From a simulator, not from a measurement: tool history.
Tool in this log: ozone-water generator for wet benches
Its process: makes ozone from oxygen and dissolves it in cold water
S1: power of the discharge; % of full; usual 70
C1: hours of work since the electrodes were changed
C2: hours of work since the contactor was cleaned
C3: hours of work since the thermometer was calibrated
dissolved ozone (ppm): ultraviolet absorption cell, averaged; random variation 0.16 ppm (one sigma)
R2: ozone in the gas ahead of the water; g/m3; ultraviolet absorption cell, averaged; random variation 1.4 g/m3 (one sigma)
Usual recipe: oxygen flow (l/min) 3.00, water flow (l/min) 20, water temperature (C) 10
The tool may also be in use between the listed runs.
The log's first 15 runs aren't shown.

run 16 day=16.838 | S1=70 oxygen_flow_(l/min)=3.00 water_flow_(l/min)=20 water_temperature_(C)=10 | C1=871 C2=3214 C3=1847 | dissolved_ozone_(ppm)=19.2 R2=242.0
run 17 day=17.879 | S1=70 oxygen_flow_(l/min)=3.00 water_flow_(l/min)=20 water_temperature_(C)=10 | C1=892 C2=3235 C3=1868 | dissolved_ozone_(ppm)=18.9 R2=240.1
run 18 day=18.917 | S1=54 oxygen_flow_(l/min)=2.93 water_flow_(l/min)=24 water_temperature_(C)=11 | C1=913 C2=3256 C3=1889 | dissolved_ozone_(ppm)=12.6 R2=201.0
run 19 day=19.875 | S1=48 oxygen_flow_(l/min)=1.57 water_flow_(l/min)=31 water_temperature_(C)=13 | C1=932 C2=3275 C3=1908 | dissolved_ozone_(ppm)=5.9 R2=225.8
run 20 day=20.921 | S1=48 oxygen_flow_(l/min)=1.57 water_flow_(l/min)=31 water_temperature_(C)=13 | C1=952 C2=3295 C3=1928 | dissolved_ozone_(ppm)=5.9 R2=225.3
run 21 day=21.725 | S1=48 oxygen_flow_(l/min)=1.57 water_flow_(l/min)=31 water_temperature_(C)=13 | C1=968 C2=3311 C3=1944 | dissolved_ozone_(ppm)=6.2 R2=225.3
run 22 day=22.421 | S1=48 oxygen_flow_(l/min)=1.57 water_flow_(l/min)=31 water_temperature_(C)=13 | C1=982 C2=3325 C3=1958 | dissolved_ozone_(ppm)=6.1 R2=225.2
run 23 day=23.738 | S1=90 oxygen_flow_(l/min)=2.74 water_flow_(l/min)=31 water_temperature_(C)=13 | C1=1008 C2=3351 C3=1984 | dissolved_ozone_(ppm)=12.4 R2=294.0
run 24 day=24.362 | S1=90 oxygen_flow_(l/min)=2.74 water_flow_(l/min)=31 water_temperature_(C)=13 | C1=1021 C2=3364 C3=1997 | dissolved_ozone_(ppm)=12.6 R2=293.3
run 25 day=25.662 | S1=90 oxygen_flow_(l/min)=2.74 water_flow_(l/min)=31 water_temperature_(C)=13 | C1=1047 C2=3390 C3=2023 | dissolved_ozone_(ppm)=12.5 R2=295.4
run 26 day=26.504 | S1=90 oxygen_flow_(l/min)=2.74 water_flow_(l/min)=31 water_temperature_(C)=13 | C1=1063 C2=3406 C3=2039 | dissolved_ozone_(ppm)=12.8 R2=293.7
run 27 day=27.821 | S1=47 oxygen_flow_(l/min)=2.49 water_flow_(l/min)=17 water_temperature_(C)=10 | C1=1090 C2=3433 C3=2065 | dissolved_ozone_(ppm)=15.8 R2=190.0
run 28 day=28.433 | S1=47 oxygen_flow_(l/min)=2.49 water_flow_(l/min)=17 water_temperature_(C)=10 | C1=1102 C2=3445 C3=2078 | dissolved_ozone_(ppm)=15.8 R2=192.4
run 29 day=29.529 | S1=47 oxygen_flow_(l/min)=2.49 water_flow_(l/min)=17 water_temperature_(C)=10 | C1=1123 C2=3466 C3=2099 | dissolved_ozone_(ppm)=15.6 R2=191.9
run 30 day=30.883 | S1=81 oxygen_flow_(l/min)=2.49 water_flow_(l/min)=17 water_temperature_(C)=15 | C1=1150 C2=3493 C3=2126 | dissolved_ozone_(ppm)=22.1 R2=277.4
run 31 day=31.642 | S1=60 oxygen_flow_(l/min)=1.62 water_flow_(l/min)=15 water_temperature_(C)=9 | C1=1165 C2=3508 C3=2141 | dissolved_ozone_(ppm)=17.9 R2=260.7
run 32 day=32.546 | S1=60 oxygen_flow_(l/min)=1.77 water_flow_(l/min)=15 water_temperature_(C)=6 | C1=1183 C2=3526 C3=2159 | dissolved_ozone_(ppm)=19.0 R2=250.0
run 33 day=33.554 | S1=85 oxygen_flow_(l/min)=3.70 water_flow_(l/min)=20 water_temperature_(C)=6 | C1=1203 C2=3546 C3=2179 | dissolved_ozone_(ppm)=24.0 R2=254.8
run 34 day=34.904 | S1=97 oxygen_flow_(l/min)=2.04 water_flow_(l/min)=20 water_temperature_(C)=14 | C1=1230 C2=3573 C3=2206 | dissolved_ozone_(ppm)=19.1 R2=336.4

Below are 3 alternative next runs, each starting from the tool's condition after run 34. Predict each:
run A day=36.150 | S1=97 oxygen_flow_(l/min)=1.56 water_flow_(l/min)=20 water_temperature_(C)=14 | C1=1255 C2=3598 C3=2231 | dissolved_ozone_(ppm)=? R2=?
run B day=36.150 | S1=47 oxygen_flow_(l/min)=2.69 water_flow_(l/min)=22 water_temperature_(C)=10 | C1=1255 C2=3598 C3=2231 | dissolved_ozone_(ppm)=? R2=?
run C day=36.150 | S1=48 oxygen_flow_(l/min)=3.00 water_flow_(l/min)=18 water_temperature_(C)=10 | C1=1255 C2=3598 C3=2231 | dissolved_ozone_(ppm)=? R2=?

run=A dissolved_ozone_(ppm)=17.0 R2=369.2
run=B dissolved_ozone_(ppm)=12.3 R2=185.5
run=C dissolved_ozone_(ppm)=16.0 R2=180.2
The same runs, with their run-to-run variation unchanged, on a tool lacking any hidden condition would have given:
run=A dissolved_ozone_(ppm)=19.7 R2=402.5
run=B dissolved_ozone_(ppm)=13.8 R2=195.0
run=C dissolved_ozone_(ppm)=17.8 R2=189.6
